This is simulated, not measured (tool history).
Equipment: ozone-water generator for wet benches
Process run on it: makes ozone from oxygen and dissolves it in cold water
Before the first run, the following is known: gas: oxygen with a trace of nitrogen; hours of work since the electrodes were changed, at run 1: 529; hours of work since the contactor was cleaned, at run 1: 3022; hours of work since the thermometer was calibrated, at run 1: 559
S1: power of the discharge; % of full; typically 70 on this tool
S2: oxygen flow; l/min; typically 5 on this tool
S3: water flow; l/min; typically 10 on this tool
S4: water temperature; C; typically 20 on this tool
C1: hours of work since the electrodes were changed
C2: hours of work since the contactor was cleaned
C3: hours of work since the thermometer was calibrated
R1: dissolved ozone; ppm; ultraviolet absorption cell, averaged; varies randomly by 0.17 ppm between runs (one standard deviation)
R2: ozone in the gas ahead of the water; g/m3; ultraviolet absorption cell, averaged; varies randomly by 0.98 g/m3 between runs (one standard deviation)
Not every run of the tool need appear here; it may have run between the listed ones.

run,hour,S1,S2,S3,S4,C1,C2,C3,R1,R2
1,0.0,70,5,10,20,529,3022,559,22.8,169.2
2,14.4,70,5,10,20,539,3032,569,23.0,169.0
3,41.8,70,5,10,20,557,3050,587,22.7,171.5
4,73.4,70,5,10,20,578,3071,608,22.8,170.4
5,102.5,70,5,10,22,598,3090,628,22.1,168.5
6,132.6,70,5,10,22,618,3110,648,21.8,168.2
7,159.8,70,5,10,22,636,3129,666,21.9,169.0

Predict the results of run 8:
8,183.6,70,5,10,22,652,3144,682,?,?

R1: 21.7 ppm
R2: 168.3 g/m3
Had the tool carried no hidden state, the very same run would have given R1 22.6 ppm, R2 168.8 g/m3.

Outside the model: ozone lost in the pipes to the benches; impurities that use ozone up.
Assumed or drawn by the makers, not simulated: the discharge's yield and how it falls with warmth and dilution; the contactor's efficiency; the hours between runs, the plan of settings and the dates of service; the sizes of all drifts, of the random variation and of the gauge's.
